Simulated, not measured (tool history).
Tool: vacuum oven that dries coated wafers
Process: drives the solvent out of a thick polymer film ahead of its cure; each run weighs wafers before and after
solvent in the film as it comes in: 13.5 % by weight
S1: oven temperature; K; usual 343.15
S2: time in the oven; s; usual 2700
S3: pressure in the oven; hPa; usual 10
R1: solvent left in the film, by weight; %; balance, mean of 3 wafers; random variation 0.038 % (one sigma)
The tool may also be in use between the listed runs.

run   hour      S1    S2    S3    R1
  1      0  343.15  2700    10   2.4
  2    9.1  343.15  2700    10  2.42
  3   22.4  343.15  2700    10   2.5
  4   31.6  343.15  2700    10  2.53
  5   45.7  343.15  2700    10  2.45
  6   59.9  343.15  2700    10  2.46
  7   73.3  343.15  2700    10  2.38
  8   80.6  343.15  2700    10  2.45
  9   94.2  343.15  2700    10  2.47
 10  110.9  343.15  2700    10  2.38
 11  119.8  343.15  2700    10  2.37
 12  134.6  343.15  1620    10   4.2
 13  145.4  343.15  2700   6.6  2.29
 14  154.5  343.15  2700   6.6   2.2
 15  168.5  343.15  4620    10  1.21
 16  177.4  348.15  2700    10  1.43
 17  186.5  348.15  2700    10  1.43
 18  193.3  348.15  2700    10  1.45
 19  202.9  343.15  1980    10  3.41
 20  212.9  343.15  1980    10  3.47
 21  221.9  343.15  1980    10  3.42
 22  228.7  343.15  1980    10   3.5
 23  238.1  343.15  1740    10  3.87
 24  252.7  343.15  2700    10  2.37
 25  261.8  337.15  4560  24.7  3.63
 26    274  352.15  4500   9.5  0.59
 27  289.2  338.15  1440     6  5.74
 28  302.3  352.15  4320   6.6  0.36
 29  314.5  352.15  4320   6.6  0.41
 30  321.5  354.15  3240   6.6  0.44
 31  336.8  354.15  3240   6.6  0.52
 32  345.7  348.15  2940   5.4  0.98
 33  361.2  348.15  2940   5.4  0.95
 34  372.9  350.15  4680   8.2  0.49
 35  382.8  350.15  4680   8.2  0.54
 36  394.4  350.15  4680   8.2  0.53
 37  403.3  350.15  4680  22.5  1.34
 38  416.7  332.15  2760  19.6   6.2
 39  428.7  337.15  2760  19.6  4.63

Forecast run 40:
 40   442  337.15  2760  19.6   ?

{"run 40": {"R1": 4.59}}
Without the tool's hidden state the same run would have given R1 4.84 %.
